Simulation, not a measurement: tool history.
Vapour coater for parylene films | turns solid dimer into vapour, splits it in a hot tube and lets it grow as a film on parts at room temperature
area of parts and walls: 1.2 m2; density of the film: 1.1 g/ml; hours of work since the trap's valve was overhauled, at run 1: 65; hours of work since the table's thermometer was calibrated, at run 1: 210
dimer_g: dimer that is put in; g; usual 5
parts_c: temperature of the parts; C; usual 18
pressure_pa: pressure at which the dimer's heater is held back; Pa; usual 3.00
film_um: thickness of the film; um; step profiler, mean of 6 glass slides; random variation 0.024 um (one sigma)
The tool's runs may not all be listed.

run	hour	dimer_g	parts_c	pressure_pa	hours of work since the trap's valve was overhauled	hours of work since the table's thermometer was calibrated	film_um
1	0.0	5	18	3.00	65	210	2.27
2	25.9	5	18	3.00	82	227	2.32
3	52.0	5	18	3.00	99	244	2.27
4	80.9	5	18	3.00	117	262	2.25
5	102.3	5	18	3.00	131	276	2.28
6	115.7	5	18	3.00	140	284	2.25
# hour 119.2: table's thermometer calibrated
7	147.6	5	18	3.00	159	18	2.25
8	170.7	5	18	3.00	174	33	2.25
9	186.7	5	14	2.68	185	43	2.56
10	206.1	6	25	3.00	197	56	2.25
11	230.9	6	21	4.68	213	72	2.25
12	248.2	5	18	2.51	224	83	2.33
13	262.7	4	28	2.07	233	92	1.49
14	275.7	5	28	2.07	242	101	1.90
15	301.1	3	28	7.38	258	117	0.89
# hour 312.9: table's thermometer calibrated, once more
16	320.3	3	28	7.38	270	5	0.85

4 ways to go on from here, each from the tool as it stands after run 16. What would each give?
A	336.3	4	29	5.48	280	15	?
B	336.3	3	27	6.90	280	15	?
C	336.3	2	13	7.55	280	15	?
D	336.3	9	22	3.52	280	15	?

run	film_um
A	1.19
B	0.89
C	0.83
D	3.44
Without the tool's hidden state the same runs would have given:
run	film_um
A	1.27
B	0.94
C	0.88
D	3.66
